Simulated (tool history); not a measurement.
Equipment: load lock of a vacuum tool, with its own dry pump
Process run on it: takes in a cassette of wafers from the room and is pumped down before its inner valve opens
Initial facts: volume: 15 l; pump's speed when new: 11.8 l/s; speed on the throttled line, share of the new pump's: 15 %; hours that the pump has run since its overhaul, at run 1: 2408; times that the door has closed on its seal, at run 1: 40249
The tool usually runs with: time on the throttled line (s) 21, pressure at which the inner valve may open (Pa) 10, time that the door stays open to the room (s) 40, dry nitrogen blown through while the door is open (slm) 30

run,hour,time on the throttled line (s),pressure at which the inner valve may open (Pa),time that the door stays open to the room (s),dry nitrogen blown through while the door is open (slm),hours that the pump has run since its overhaul,times that the door has closed on its seal,"incoming humidity of the room's air, %",time from the closed door until the inner valve may open (s),rise of the pressure with all valves shut (Pa/min)
1,0.0,21,10,40,30,2408,40249,46.5,30.0,0.121
2,128.6,21,10,40,30,2537,40719,46.5,30.0,0.124
3,204.8,14,10,40,30,2613,40997,44.7,24.4,0.120
4,312.7,10,10,40,30,2721,41392,44.9,21.0,0.133
5,380.1,10,20,40,30,2788,41639,42.7,19.3,0.126
6,471.0,10,20,40,30,2879,41971,45.1,19.8,0.136
7,534.5,10,20,40,30,2943,42203,46.7,19.6,0.132
8,619.8,10,20,40,30,3028,42515,46.7,19.7,0.135
9,710.4,10,20,40,30,3119,42847,48.3,20.0,0.131
10,795.3,10,20,40,30,3204,43157,44.5,19.7,0.126
11,917.7,21,10,136,17,3326,43605,47.3,29.9,0.161
12,975.6,21,11,40,13,3384,43817,44.9,30.1,0.139
13,1062.3,21,11,78,23,3471,44134,47.2,30.2,0.149
14,1181.5,21,14,143,7,3590,44570,46.5,29.6,0.171
15,1294.2,16,14,75,40,3702,44982,47.7,25.3,0.146
16,1415.6,14,9,82,11,3824,45426,44.7,24.2,0.165
17,1498.3,11,9,82,12,3907,45728,47.4,22.2,0.164
18,1588.7,12,20,34,41,3997,46059,45.6,21.8,0.142
19,1680.9,16,20,32,41,4089,46396,45.0,25.1,0.141

Predict each of these 4 candidate next runs independently; none follows another, all start after run 19:
A,1781.6,16,9,227,41,4190,46764,45.1,?,?
B,1781.6,28,17,40,5,4190,46764,40.3,?,?
C,1781.6,26,20,60,41,4190,46764,44.0,?,?
D,1781.6,21,13,40,30,4190,46764,44.4,?,?

run,time from the closed door until the inner valve may open (s),rise of the pressure with all valves shut (Pa/min)
A,26.3,0.160
B,35.0,0.157
C,33.4,0.147
D,30.4,0.142
With no hidden state in the tool, these same runs would have given:
run,time from the closed door until the inner valve may open (s),rise of the pressure with all valves shut (Pa/min)
A,25.7,0.046
B,34.6,0.043
C,33.0,0.031
D,29.9,0.025

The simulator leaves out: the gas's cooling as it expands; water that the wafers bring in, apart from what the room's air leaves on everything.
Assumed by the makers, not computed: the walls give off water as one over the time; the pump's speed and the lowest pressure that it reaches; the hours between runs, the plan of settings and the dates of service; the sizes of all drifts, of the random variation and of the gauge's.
